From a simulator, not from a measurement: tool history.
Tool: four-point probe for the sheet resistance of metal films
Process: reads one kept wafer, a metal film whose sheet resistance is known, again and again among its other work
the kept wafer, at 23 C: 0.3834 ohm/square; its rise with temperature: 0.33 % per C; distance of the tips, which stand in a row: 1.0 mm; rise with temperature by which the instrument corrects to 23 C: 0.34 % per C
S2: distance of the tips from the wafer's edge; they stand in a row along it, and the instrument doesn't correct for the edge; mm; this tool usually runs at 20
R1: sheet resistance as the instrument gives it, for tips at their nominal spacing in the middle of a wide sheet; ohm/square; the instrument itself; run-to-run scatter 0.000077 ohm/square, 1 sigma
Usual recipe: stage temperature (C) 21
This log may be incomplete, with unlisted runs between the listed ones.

run 1 hour=0 | stage_temperature_(C)=21 S2=20 | R1=0.383916
run 2 hour=10.4 | stage_temperature_(C)=21 S2=20 | R1=0.383974
run 3 hour=20.9 | stage_temperature_(C)=21 S2=20 | R1=0.383925
run 4 hour=36.1 | stage_temperature_(C)=21 S2=15 | R1=0.3845
run 5 hour=45.5 | stage_temperature_(C)=21 S2=20 | R1=0.383966
run 6 hour=57.3 | stage_temperature_(C)=21 S2=36 | R1=0.383553
run 7 hour=67.4 | stage_temperature_(C)=21 S2=20 | R1=0.384008
-- hour=79.9 stage's thermometer calibrated
run 8 hour=82.5 | stage_temperature_(C)=21 S2=20 | R1=0.384048
run 9 hour=89 | stage_temperature_(C)=21 S2=20 | R1=0.383929
run 10 hour=96 | stage_temperature_(C)=21 S2=20 | R1=0.384075
run 11 hour=110.5 | stage_temperature_(C)=21 S2=21 | R1=0.384013
run 12 hour=119.6 | stage_temperature_(C)=21 S2=21 | R1=0.384108
run 13 hour=129.9 | stage_temperature_(C)=21 S2=21 | R1=0.384024
run 14 hour=141 | stage_temperature_(C)=19 S2=21 | R1=0.384248
-- hour=149.4 stage's thermometer calibrated, once more
run 15 hour=151.6 | stage_temperature_(C)=20 S2=20 | R1=0.383702
run 16 hour=162.4 | stage_temperature_(C)=20 S2=70 | R1=0.383336
run 17 hour=169 | stage_temperature_(C)=21 S2=17 | R1=0.384017
run 18 hour=180.9 | stage_temperature_(C)=21 S2=17 | R1=0.384069
run 19 hour=190.2 | stage_temperature_(C)=21 S2=17 | R1=0.38407
run 20 hour=204.8 | stage_temperature_(C)=21 S2=17 | R1=0.384072
run 21 hour=220.3 | stage_temperature_(C)=21 S2=17 | R1=0.384175
run 22 hour=233.1 | stage_temperature_(C)=21 S2=69 | R1=0.38336
run 23 hour=247.7 | stage_temperature_(C)=21 S2=63 | R1=0.383393
run 24 hour=261 | stage_temperature_(C)=22 S2=14 | R1=0.384463
run 25 hour=272.3 | stage_temperature_(C)=22 S2=58 | R1=0.383287
run 26 hour=279.2 | stage_temperature_(C)=20 S2=10 | R1=0.385416
run 27 hour=289.4 | stage_temperature_(C)=25 S2=16 | R1=0.384172
run 28 hour=297.2 | stage_temperature_(C)=25 S2=16 | R1=0.38412
run 29 hour=305.3 | stage_temperature_(C)=26 S2=38 | R1=0.383444
run 30 hour=316.9 | stage_temperature_(C)=19 S2=33 | R1=0.383684
run 31 hour=325.8 | stage_temperature_(C)=22 S2=14 | R1=0.384404
run 32 hour=341.8 | stage_temperature_(C)=22 S2=14 | R1=0.384473
run 33 hour=355.7 | stage_temperature_(C)=22 S2=14 | R1=0.384383
run 34 hour=369.1 | stage_temperature_(C)=18 S2=8 | R1=0.386756
run 35 hour=382.2 | stage_temperature_(C)=33 S2=4 | R1=0.395506
run 36 hour=396.5 | stage_temperature_(C)=33 S2=4 | R1=0.39573
run 37 hour=406.6 | stage_temperature_(C)=33 S2=4 | R1=0.395793
run 38 hour=420.3 | stage_temperature_(C)=33 S2=4 | R1=0.395739
run 39 hour=430.1 | stage_temperature_(C)=33 S2=17 | R1=0.383898
run 40 hour=437.9 | stage_temperature_(C)=33 S2=17 | R1=0.384091
run 41 hour=450.2 | stage_temperature_(C)=35 S2=15 | R1=0.384075
run 42 hour=457.1 | stage_temperature_(C)=26 S2=25 | R1=0.383808
run 43 hour=472.7 | stage_temperature_(C)=28 S2=5 | R1=0.39142
run 44 hour=480.3 | stage_temperature_(C)=24 S2=39 | R1=0.383507

Consider 4 possible next runs. They are alternatives, not a sequence: every one starts from the tool as it was left by run 44. What does each give?
run A hour=496.4 | stage_temperature_(C)=21 S2=39 | R1=?
run B hour=496.4 | stage_temperature_(C)=33 S2=27 | R1=?
run C hour=496.4 | stage_temperature_(C)=22 S2=39 | R1=?
run D hour=496.4 | stage_temperature_(C)=27 S2=19 | R1=?

run=A R1=0.383636
run=B R1=0.383657
run=C R1=0.383655
run=D R1=0.38398
Had the tool no hidden state, the same runs would have come out as:
run=A R1=0.383522
run=B R1=0.383544
run=C R1=0.383542
run=D R1=0.383866
